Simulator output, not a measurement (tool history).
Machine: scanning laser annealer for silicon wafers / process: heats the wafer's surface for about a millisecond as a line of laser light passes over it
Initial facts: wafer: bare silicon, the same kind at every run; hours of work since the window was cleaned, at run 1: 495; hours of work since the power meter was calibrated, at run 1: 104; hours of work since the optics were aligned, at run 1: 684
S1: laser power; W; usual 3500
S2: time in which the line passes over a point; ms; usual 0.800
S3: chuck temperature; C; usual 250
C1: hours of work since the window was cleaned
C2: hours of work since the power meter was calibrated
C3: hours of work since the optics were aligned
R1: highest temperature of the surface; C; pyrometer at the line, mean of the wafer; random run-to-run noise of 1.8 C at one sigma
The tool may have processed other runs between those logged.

Run 1, hour 0.0: usual settings; C1 495; C2 104; C3 684. Result: R1 1032 C.
At hour 4.8: window over the wafer cleaned.
Run 2, hour 34.1: usual settings; C1 13; C2 118; C3 698. Result: R1 1032 C.
Run 3, hour 57.7: usual settings; C1 23; C2 128; C3 708. Result: R1 1039 C.
Run 4, hour 77.7: usual settings; C1 31; C2 137; C3 716. Result: R1 1035 C.
Run 5, hour 95.7: usual settings; C1 39; C2 144; C3 724. Result: R1 1032 C.
Run 6, hour 125.9: usual settings; C1 52; C2 157; C3 737. Result: R1 1036 C.
Run 7, hour 146.6: usual settings but S1 3151 W; C1 61; C2 166; C3 746. Result: R1 954 C.
Run 8, hour 164.5: usual settings but S1 3151 W; C1 68; C2 174; C3 753. Result: R1 956 C.
Run 9, hour 196.5: usual settings but S1 3151 W; C1 82; C2 187; C3 767. Result: R1 952 C.
Run 10, hour 214.7: usual settings but S1 3151 W; C1 90; C2 195; C3 775. Result: R1 951 C.
Run 11, hour 247.9: usual settings; C1 104; C2 209; C3 789. Result: R1 1035 C.
Run 12, hour 273.5: usual settings; C1 115; C2 220; C3 800. Result: R1 1034 C.
Run 13, hour 295.8: usual settings; C1 124; C2 230; C3 810. Result: R1 1032 C.
Run 14, hour 313.9: usual settings but S2 0.871 ms; C1 132; C2 238; C3 817. Result: R1 1065 C.
Run 15, hour 346.7: usual settings; C1 146; C2 252; C3 831. Result: R1 1032 C.
Run 16, hour 372.8: usual settings; C1 157; C2 263; C3 843. Result: R1 1031 C.
Run 17, hour 397.8: usual settings; C1 168; C2 273; C3 853. Result: R1 1033 C.
Run 18, hour 413.0: usual settings; C1 174; C2 280; C3 860. Result: R1 1035 C.
Run 19, hour 439.7: usual settings; C1 186; C2 291; C3 871. Result: R1 1032 C.
Run 20, hour 463.1: usual settings; C1 196; C2 301; C3 881. Result: R1 1036 C.
Run 21, hour 490.2: usual settings but S2 0.643 ms; C1 207; C2 313; C3 893. Result: R1 955 C.
Run 22, hour 507.3: usual settings but S1 3401 W, S2 0.773 ms; C1 215; C2 320; C3 900. Result: R1 998 C.
Run 23, hour 535.7: usual settings but S1 3401 W, S2 0.773 ms; C1 227; C2 332; C3 912. Result: R1 999 C.
Run 24, hour 550.8: usual settings but S1 3393 W, S2 0.872 ms, S3 278 C; C1 233; C2 339; C3 919. Result: R1 1069 C.
Run 25, hour 566.6: usual settings but S1 3374 W, S2 0.821 ms, S3 226 C; C1 240; C2 346; C3 925. Result: R1 991 C.
Run 26, hour 585.5: usual settings but S1 3346 W, S2 0.875 ms, S3 274 C; C1 248; C2 354; C3 933. Result: R1 1053 C.
Run 27, hour 603.5: usual settings but S1 3201 W, S2 0.598 ms, S3 262 C; C1 256; C2 361; C3 941. Result: R1 887 C.
Run 28, hour 623.6: usual settings but S1 3371 W; C1 265; C2 370; C3 950. Result: R1 1006 C.
Run 29, hour 650.9: usual settings but S2 0.795 ms, S3 231 C; C1 276; C2 382; C3 961. Result: R1 1014 C.
Run 30, hour 671.9: usual settings but S1 3350 W, S2 0.877 ms; C1 285; C2 391; C3 970. Result: R1 1033 C.
Run 31, hour 688.7: usual settings but S1 3350 W, S2 0.877 ms; C1 292; C2 398; C3 978. Result: R1 1034 C.
Run 32, hour 711.8: usual settings but S1 3350 W, S2 0.844 ms, S3 283 C; C1 302; C2 408; C3 987. Result: R1 1049 C.
Run 33, hour 743.3: usual settings but S1 3350 W, S2 0.844 ms, S3 283 C; C1 316; C2 421; C3 1001. Result: R1 1053 C.
Run 34, hour 778.6: usual settings but S1 3351 W, S2 0.937 ms, S3 241 C; C1 331; C2 436; C3 1016. Result: R1 1046 C.
Run 35, hour 796.1: usual settings but S1 3351 W, S2 0.747 ms, S3 265 C; C1 338; C2 444; C3 1023. Result: R1 990 C.
Run 36, hour 832.2: usual settings but S1 3392 W, S2 0.990 ms; C1 354; C2 459; C3 1039. Result: R1 1086 C.
Run 37, hour 864.1: usual settings but S2 0.642 ms, S3 217 C; C1 367; C2 473; C3 1053. Result: R1 922 C.
Run 38, hour 900.5: usual settings but S1 3176 W, S3 284 C; C1 383; C2 488; C3 1068. Result: R1 993 C.
Run 39, hour 936.3: usual settings but S1 3152 W, S2 0.659 ms, S3 228 C; C1 398; C2 504; C3 1083. Result: R1 868 C.
Run 40, hour 971.1: usual settings but S1 3771 W, S2 0.608 ms, S3 221 C; C1 413; C2 518; C3 1098. Result: R1 965 C.
Run 41, hour 986.2: usual settings but S1 3771 W, S2 0.608 ms, S3 260 C; C1 419; C2 525; C3 1105. Result: R1 1004 C.

Below, some changes in R1 between adjacent runs. For each, the amount present without the hidden state too (settings, incoming material, random variation) and the amount remaining for the hidden state with gauge scatter not shared by both compared results:
The tool's hidden condition here consists of: light that passes the window, % of a clean one's; laser's true power over the reading, %; width of the line over the set one, %; drift of the gauge itself on peak_c, C.
Run 1 -> 2: window over the wafer cleaned. R1 +0 C: hidden state +3, all else -3.
Run 4 -> 5: settings left as they were, no log entry in between. R1 -3 C: hidden state -1, all else -2.
Run 6 -> 7: S1 3500 -> 3151. R1 -82 C: hidden state +1, all else -83.
Run 26 -> 27: S1 3346 -> 3201, S2 0.875 -> 0.598, S3 274 -> 262. R1 -166 C: hidden state +1, all else -167.
Run 36 -> 37: S1 3392 -> 3500, S2 0.990 -> 0.642, S3 250 -> 217. R1 -164 C: hidden state +0, all else -164.
Run 38 -> 39: S1 3176 -> 3152, S2 0.800 -> 0.659, S3 284 -> 228. R1 -125 C: hidden state -1, all else -124.
